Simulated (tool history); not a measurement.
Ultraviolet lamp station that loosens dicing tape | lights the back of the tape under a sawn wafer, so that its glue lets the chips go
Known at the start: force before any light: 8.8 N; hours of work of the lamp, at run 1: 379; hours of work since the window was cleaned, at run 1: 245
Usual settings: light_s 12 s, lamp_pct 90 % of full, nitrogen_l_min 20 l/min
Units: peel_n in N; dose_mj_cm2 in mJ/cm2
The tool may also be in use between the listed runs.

| run | hour | light_s | lamp_pct | nitrogen_l_min | hours of work of the lamp | hours of work since the window was cleaned | peel_n | dose_mj_cm2 |
|---|---|---|---|---|---|---|---|---|
| 1 | 0 | 12 | 90 | 20 | 379 | 245 | 0.752 | 652 |
| 2 | 70.7 | 12 | 66 | 20 | 426 | 291 | 1.322 | 482 |
| 3 | 127.6 | 12 | 66 | 20 | 463 | 328 | 1.345 | 482 |
| 4 | 201.2 | 12 | 66 | 20 | 511 | 377 | 1.397 | 480 |
| 5 | 232.1 | 12 | 66 | 20 | 532 | 397 | 1.37 | 482 |
| 6 | 285.4 | 12 | 66 | 20 | 567 | 432 | 1.367 | 477 |
|  | 321 | window cleaned of glue's vapour |
| 7 | 352.3 | 12 | 66 | 20 | 610 | 21 | 1.334 | 481 |
| 8 | 417.9 | 12 | 90 | 20 | 654 | 64 | 0.748 | 660 |
| 9 | 458.4 | 12 | 90 | 20 | 680 | 90 | 0.724 | 663 |
| 10 | 498.8 | 12 | 72 | 20 | 707 | 117 | 1.145 | 531 |
| 11 | 531.4 | 12 | 72 | 20 | 728 | 138 | 1.108 | 533 |
| 12 | 564.6 | 12 | 72 | 20 | 750 | 160 | 1.182 | 524 |
| 13 | 597.2 | 12 | 70 | 20 | 771 | 182 | 1.222 | 512 |
| 14 | 633.5 | 12 | 90 | 20 | 795 | 206 | 0.722 | 658 |
| 15 | 693 | 12 | 90 | 20 | 834 | 245 | 0.727 | 662 |
| 16 | 756.6 | 12 | 90 | 20 | 876 | 287 | 0.735 | 663 |
| 17 | 816.6 | 12 | 82 | 20 | 916 | 326 | 0.919 | 609 |
| 18 | 881.9 | 11 | 82 | 20 | 959 | 369 | 1.059 | 555 |
| 19 | 934.8 | 11 | 82 | 20 | 994 | 404 | 1.094 | 556 |
| 20 | 987.9 | 11 | 82 | 20 | 1028 | 439 | 1.069 | 563 |
|  | 1015.7 | window cleaned of glue's vapour |
|  | 1061.4 | lamp changed |
| 21 | 1061.4 | 11 | 82 | 20 | 0 | 29 | 1.125 | 560 |
| 22 | 1123.8 | 23 | 62 | 20 | 41 | 70 | 0.383 | 885 |
| 23 | 1188.2 | 14 | 70 | 34 | 83 | 113 | 0.745 | 613 |
| 24 | 1218.8 | 10 | 92 | 7 | 104 | 133 | 1.682 | 568 |
| 25 | 1251.8 | 6 | 100 | 20 | 125 | 155 | 2.05 | 374 |
| 26 | 1322 | 16 | 97 | 20 | 171 | 201 | 0.328 | 961 |
| 27 | 1361.3 | 17 | 67 | 20 | 197 | 227 | 0.653 | 713 |
| 28 | 1425.2 | 20 | 90 | 16 | 239 | 269 | 0.266 | 1113 |
| 29 | 1456 | 17 | 62 | 38 | 260 | 289 | 0.595 | 653 |
| 30 | 1501.5 | 9 | 89 | 19 | 289 | 319 | 1.314 | 497 |
|  | 1535.7 | gauge calibrated |
| 31 | 1564.9 | 9 | 89 | 19 | 331 | 361 | 1.367 | 484 |
| 32 | 1632.3 | 9 | 89 | 19 | 376 | 405 | 1.34 | 484 |
| 33 | 1680.5 | 7 | 90 | 16 | 407 | 437 | 2.015 | 378 |
|  | 1711.1 | window cleaned of glue's vapour |
| 34 | 1739.4 | 16 | 99 | 37 | 446 | 19 | 0.252 | 965 |
| 35 | 1791.1 | 16 | 99 | 37 | 480 | 53 | 0.239 | 964 |
| 36 | 1849.8 | 16 | 94 | 9 | 518 | 91 | 0.517 | 911 |
| 37 | 1881.9 | 16 | 94 | 9 | 539 | 112 | 0.528 | 916 |
| 38 | 1915 | 16 | 69 | 14 | 561 | 134 | 0.849 | 679 |
| 39 | 1966.9 | 22 | 90 | 8 | 595 | 168 | 0.295 | 1218 |
| 40 | 2012.8 | 6 | 90 | 18 | 625 | 198 | 2.559 | 327 |
| 41 | 2057.7 | 11 | 88 | 18 | 655 | 228 | 0.925 | 587 |
| 42 | 2124.3 | 11 | 88 | 18 | 699 | 272 | 0.968 | 596 |

Measured less the same run without the tool's hidden state. The same run-to-run variation is in both; the gauge's scatter may not be:
The hidden state here: lamp's light, % of a new lamp's; light that the window lets through, % of a clean one's; drift of the gauge itself on peel_n, %; drift of the gauge itself on dose_mj_cm2, %.
| run | dose_mj_cm2 |
|---|---|
| 1 | -1 |
| 2 | +0 |
| 3 | +1 |
| 4 | +1 |
| 5 | +1 |
| 6 | +2 |
| 7 | +3 |
| 8 | +4 |
| 9 | +5 |
| 10 | +5 |
| 11 | +5 |
| 12 | +5 |
| 13 | +5 |
| 14 | +7 |
| 15 | +8 |
| 16 | +9 |
| 17 | +8 |
| 18 | +8 |
| 19 | +8 |
| 20 | +9 |
| 21 | +11 |
| 22 | +19 |
| 23 | +14 |
| 24 | +13 |
| 25 | +9 |
| 26 | +23 |
| 27 | +18 |
| 28 | +29 |
| 29 | +18 |
| 30 | +14 |
| 31 | +0 |
| 32 | +1 |
| 33 | +0 |
| 34 | +3 |
| 35 | +4 |
| 36 | +4 |
| 37 | +5 |
| 38 | +4 |
| 39 | +9 |
| 40 | +3 |
| 41 | +5 |
| 42 | +6 |
peel_n: within 0.005 N of the measured result in every run.

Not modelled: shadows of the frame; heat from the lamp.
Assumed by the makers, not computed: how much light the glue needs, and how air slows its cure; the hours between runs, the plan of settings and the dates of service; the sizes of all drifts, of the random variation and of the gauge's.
